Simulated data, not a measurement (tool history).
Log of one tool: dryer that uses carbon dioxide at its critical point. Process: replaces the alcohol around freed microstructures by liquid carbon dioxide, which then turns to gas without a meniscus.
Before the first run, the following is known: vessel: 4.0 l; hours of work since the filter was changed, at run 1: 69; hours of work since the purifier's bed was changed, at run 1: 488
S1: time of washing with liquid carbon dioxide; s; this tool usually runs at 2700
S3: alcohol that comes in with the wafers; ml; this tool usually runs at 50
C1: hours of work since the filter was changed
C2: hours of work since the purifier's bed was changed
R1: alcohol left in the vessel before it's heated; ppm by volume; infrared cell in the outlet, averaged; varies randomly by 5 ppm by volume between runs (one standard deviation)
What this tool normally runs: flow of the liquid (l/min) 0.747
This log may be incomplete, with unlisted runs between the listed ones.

{"run": 1, "hour": 0.0, "S1": 2700, "flow of the liquid (l/min)": 0.747, "S3": 50, "C1": 69, "C2": 488, "R1": 147}
{"run": 2, "hour": 47.9, "S1": 2700, "flow of the liquid (l/min)": 0.747, "S3": 50, "C1": 107, "C2": 526, "R1": 173}
{"run": 3, "hour": 77.7, "S1": 2700, "flow of the liquid (l/min)": 0.747, "S3": 27, "C1": 130, "C2": 549, "R1": 157}
{"run": 4, "hour": 134.0, "S1": 2700, "flow of the liquid (l/min)": 0.747, "S3": 27, "C1": 174, "C2": 593, "R1": 169}
{"run": 5, "hour": 188.2, "S1": 2700, "flow of the liquid (l/min)": 0.747, "S3": 27, "C1": 216, "C2": 635, "R1": 185}
{"run": 6, "hour": 236.9, "S1": 2700, "flow of the liquid (l/min)": 0.747, "S3": 27, "C1": 254, "C2": 673, "R1": 196}
{"hour": 274.0, "done": "purifier's bed changed"}
{"run": 7, "hour": 278.8, "S1": 2700, "flow of the liquid (l/min)": 0.747, "S3": 27, "C1": 284, "C2": 4, "R1": 38}
{"run": 8, "hour": 327.5, "S1": 3060, "flow of the liquid (l/min)": 0.747, "S3": 24, "C1": 322, "C2": 42, "R1": 27}
{"hour": 347.9, "done": "inlet filter changed"}
{"run": 9, "hour": 366.7, "S1": 3060, "flow of the liquid (l/min)": 0.747, "S3": 24, "C1": 15, "C2": 71, "R1": 30}
{"run": 10, "hour": 400.7, "S1": 1860, "flow of the liquid (l/min)": 0.47, "S3": 22, "C1": 41, "C2": 98, "R1": 417}

Predict each of these 4 candidate next runs independently; none follows another, all start after run 10:
{"run": "A", "hour": 455.5, "S1": 2760, "flow of the liquid (l/min)": 0.454, "S3": 59, "C1": 84, "C2": 141, "R1": "?"}
{"run": "B", "hour": 455.5, "S1": 1860, "flow of the liquid (l/min)": 0.975, "S3": 22, "C1": 84, "C2": 141, "R1": "?"}
{"run": "C", "hour": 455.5, "S1": 1860, "flow of the liquid (l/min)": 1.266, "S3": 22, "C1": 84, "C2": 141, "R1": "?"}
{"run": "D", "hour": 455.5, "S1": 1860, "flow of the liquid (l/min)": 0.821, "S3": 22, "C1": 84, "C2": 141, "R1": "?"}

run=A R1=406
run=B R1=67
run=C R1=46
run=D R1=101
The same runs, with their run-to-run variation unchanged, on a tool lacking any hidden condition would have given:
run=A R1=313
run=B R1=25
run=C R1=7
run=D R1=53
